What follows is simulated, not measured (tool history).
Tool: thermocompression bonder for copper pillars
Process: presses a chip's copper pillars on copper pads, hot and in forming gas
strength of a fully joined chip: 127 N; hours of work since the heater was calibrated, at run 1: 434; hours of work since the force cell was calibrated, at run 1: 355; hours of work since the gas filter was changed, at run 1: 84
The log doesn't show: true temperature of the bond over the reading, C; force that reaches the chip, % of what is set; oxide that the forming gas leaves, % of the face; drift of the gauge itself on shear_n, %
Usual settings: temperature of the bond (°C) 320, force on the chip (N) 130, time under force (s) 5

run,hour,temperature of the bond (°C),force on the chip (N),time under force (s),hours of work since the heater was calibrated,hours of work since the force cell was calibrated,hours of work since the gas filter was changed,force that shears a chip off (N)
1,0,320,130,5,434,355,84,54.3
# hour 32.7: forming gas filter changed
2,33.8,320,130,5,455,377,1,56.6
3,69.7,320,130,5,479,400,24,55.1
4,97,320,130,5,497,418,42,54.8
5,121.3,320,130,5,512,434,58,54.9
6,156,320,130,5,535,457,80,52.3
7,190.9,320,130,5,558,479,103,52.8
# hour 195: forming gas filter changed
8,213.6,320,133,5,572,494,12,54.9
9,239.1,320,133,5,589,510,29,55.8
# hour 269.5: heater calibrated with a thermocouple chip
10,269.5,320,137,5,0,529,47,62.7
11,304.9,349,137,5,23,552,70,79.4
12,333.4,342,137,5,42,571,89,75.1
# hour 359.1: forming gas filter changed
13,363.1,342,137,5,61,590,3,77.7
14,388.5,342,137,5,77,606,19,77.8
15,432.2,342,137,5,106,635,48,74.6
16,467.5,342,137,5,129,657,71,74.1
17,510.3,320,130,5,156,685,98,55.3
# hour 519.8: forming gas filter changed
18,555.3,320,160,5,185,714,23,68.1
19,576.6,320,160,5,199,728,37,67.7
20,596.2,320,160,5,212,741,50,67.1
21,625.8,320,160,5,231,760,69,65.1
22,651.2,320,160,5,248,777,86,65.7
# hour 679.6: forming gas filter changed
23,691.7,323,124,10,274,803,8,72.6
24,715.7,326,91,5,290,818,24,44.5
25,743,314,91,4,307,836,41,33.7
26,770.2,327,81,7,325,854,59,44.9
27,803.5,327,112,3,347,876,81,42.7

Forecast run 28:
28,827.9,327,112,3,363,892,97,?

force that shears a chip off (N): 41.1
Without the tool's hidden state the same run would have given force that shears a chip off (N) 49.1.

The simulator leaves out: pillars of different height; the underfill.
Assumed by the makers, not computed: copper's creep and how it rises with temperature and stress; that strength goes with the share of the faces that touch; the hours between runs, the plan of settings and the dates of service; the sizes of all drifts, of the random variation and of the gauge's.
